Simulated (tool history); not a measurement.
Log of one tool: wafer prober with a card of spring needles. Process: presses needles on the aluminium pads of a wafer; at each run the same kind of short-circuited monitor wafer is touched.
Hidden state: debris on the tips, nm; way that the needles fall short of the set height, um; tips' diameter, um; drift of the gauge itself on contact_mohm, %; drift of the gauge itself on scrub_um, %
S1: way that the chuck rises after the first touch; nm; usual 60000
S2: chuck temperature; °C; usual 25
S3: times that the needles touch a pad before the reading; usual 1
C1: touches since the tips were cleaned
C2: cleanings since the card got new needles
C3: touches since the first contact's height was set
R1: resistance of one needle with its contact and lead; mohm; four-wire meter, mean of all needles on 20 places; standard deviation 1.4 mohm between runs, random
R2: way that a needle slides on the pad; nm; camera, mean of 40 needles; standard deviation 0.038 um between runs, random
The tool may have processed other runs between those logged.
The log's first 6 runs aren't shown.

| run | hour | S1 | S2 | S3 | C1 | C2 | C3 | R1 | R2 |
|---|---|---|---|---|---|---|---|---|---|
|  | 37.5 | tips cleaned on abrasive film |
|  | 42 | tips cleaned on abrasive film |
|  | 46.9 | tips cleaned on abrasive film |
| 7 | 46.9 | 80000 | 51 | 1 | 0 | 41 | 117277 | 118 | 10890 |
|  | 51.8 | tips cleaned on abrasive film |
|  | 56.7 | tips cleaned on abrasive film |
| 8 | 58.2 | 80000 | 51 | 1 | 856 | 43 | 123649 | 120 | 10850 |
|  | 61 | tips cleaned on abrasive film |
| 9 | 63.5 | 80000 | 51 | 1 | 1411 | 44 | 126657 | 117 | 10900 |
|  | 65.4 | tips cleaned on abrasive film |
|  | 70 | tips cleaned on abrasive film |
| 10 | 72.5 | 60000 | 25 | 2 | 1426 | 46 | 131747 | 117 | 8200 |
|  | 75.2 | tips cleaned on abrasive film |
|  | 79.7 | tips cleaned on abrasive film |
| 11 | 80 | 60000 | 25 | 2 | 201 | 48 | 135966 | 117 | 8240 |
|  | 84 | tips cleaned on abrasive film |
| 12 | 86.4 | 60000 | 25 | 2 | 1407 | 49 | 139616 | 116 | 8200 |
|  | 88.9 | tips cleaned on abrasive film |
|  | 93.7 | tips cleaned on abrasive film |
| 13 | 97.5 | 60000 | 25 | 2 | 2197 | 51 | 145862 | 117 | 8200 |
|  | 98.6 | tips cleaned on abrasive film |
|  | 103 | tips cleaned on abrasive film |
|  | 107.5 | tips cleaned on abrasive film |
| 14 | 107.8 | 60000 | 25 | 1 | 163 | 54 | 151633 | 116 | 8070 |
|  | 111.9 | tips cleaned on abrasive film |
| 15 | 113.9 | 60000 | 113 | 1 | 1171 | 55 | 155132 | 132 | 8190 |
|  | 116.6 | tips cleaned on abrasive film |
|  | 121.4 | tips cleaned on abrasive film |
| 16 | 125.4 | 60000 | 113 | 1 | 2336 | 57 | 161635 | 131 | 8200 |
|  | 126.5 | tips cleaned on abrasive film |
|  | 131.5 | tips cleaned on abrasive film |
|  | 134 | height of the first contact set anew |
| 17 | 135.3 | 60000 | 26 | 2 | 2007 | 59 | 755 | 116 | 8210 |
|  | 136.2 | tips cleaned on abrasive film |
|  | 141.2 | tips cleaned on abrasive film |
| 18 | 142.3 | 75000 | 68 | 2 | 624 | 61 | 4692 | 121 | 10210 |
|  | 145.6 | tips cleaned on abrasive film |
| 19 | 148.9 | 75000 | 68 | 2 | 1892 | 62 | 8439 | 122 | 10290 |

The next listed run, before its measurement:
|  | 150.4 | tips cleaned on abrasive film |
|  | 155.1 | tips cleaned on abrasive film |
| 20 | 155.6 | 75000 | 68 | 2 | 296 | 64 | 12194 | ? | ? |

For run 20 the tool returned R1 120 mohm, R2 10270 nm.
With no hidden state in the tool, this same run would have given R1 120 mohm, R2 10270 nm.

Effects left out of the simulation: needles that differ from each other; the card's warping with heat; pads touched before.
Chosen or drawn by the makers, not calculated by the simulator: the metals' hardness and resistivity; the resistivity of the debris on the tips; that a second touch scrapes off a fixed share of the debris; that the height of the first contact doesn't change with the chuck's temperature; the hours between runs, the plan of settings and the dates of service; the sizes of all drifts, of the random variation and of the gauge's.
